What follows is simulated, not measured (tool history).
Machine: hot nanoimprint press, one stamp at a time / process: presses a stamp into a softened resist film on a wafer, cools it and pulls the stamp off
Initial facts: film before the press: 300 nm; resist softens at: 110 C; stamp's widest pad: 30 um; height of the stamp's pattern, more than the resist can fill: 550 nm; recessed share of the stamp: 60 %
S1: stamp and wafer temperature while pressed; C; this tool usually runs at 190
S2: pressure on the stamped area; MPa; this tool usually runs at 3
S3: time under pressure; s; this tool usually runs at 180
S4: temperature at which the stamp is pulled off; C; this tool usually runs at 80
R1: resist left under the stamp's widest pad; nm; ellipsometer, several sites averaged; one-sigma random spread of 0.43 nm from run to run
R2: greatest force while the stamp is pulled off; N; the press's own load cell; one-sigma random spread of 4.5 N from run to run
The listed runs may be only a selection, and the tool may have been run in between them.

| run | hour | S1 | S2 | S3 | S4 | R1 | R2 |
|---|---|---|---|---|---|---|---|
| 1 | 0 | 190 | 3 | 180 | 80 | 141.1 | 218 |
| 2 | 37.3 | 190 | 3 | 180 | 80 | 139.5 | 222 |
| 3 | 77.2 | 190 | 3 | 180 | 75 | 139.9 | 223 |
| 4 | 117.4 | 190 | 3 | 180 | 75 | 139.9 | 227 |
| 5 | 150.5 | 190 | 3 | 347 | 80 | 112.8 | 216 |
| 6 | 168.1 | 190 | 3 | 347 | 80 | 112.6 | 223 |
| 7 | 196.7 | 190 | 3 | 347 | 80 | 113 | 226 |
|  | 208.5 | press's hydraulic seals changed and the load cell set to zero |
|  | 223.9 | stamp cleaned and given a new release coat |
| 8 | 251.2 | 190 | 3 | 92 | 83 | 171 | 208 |
| 9 | 280.3 | 190 | 3 | 92 | 83 | 169.2 | 216 |
| 10 | 305.6 | 190 | 3 | 113 | 80 | 160.6 | 228 |
| 11 | 324.7 | 190 | 3.15 | 140 | 80 | 146.2 | 220 |
|  | 364.4 | plate thermocouple calibrated |
| 12 | 364.6 | 190 | 3 | 109 | 80 | 162.6 | 225 |
| 13 | 385.7 | 190 | 3 | 109 | 80 | 162.2 | 222 |
| 14 | 416.1 | 190 | 3 | 109 | 80 | 162 | 219 |

A few steps of R1 between consecutive runs. Split each: what settings, incoming material and random variation would produce without the hidden state, and what is left over for the hidden state, along with gauge scatter present in only one of the two compared results (measured, and without hidden state):
What the log doesn't record here: true temperature over the reading, C; pressure that arrives at the usual setting, %; grip of the stamp's worn release coat, % over a new coat's; drift of the gauge itself on residual_nm, %; drift of the gauge itself on pull_off_n, %.
Run 7 -> 8: S3 347 -> 92, S4 80 -> 83, press's hydraulic seals changed and the load cell set to zero, stamp cleaned and given a new release coat. R1 +58 nm: hidden state -0.4, all else +58.4.
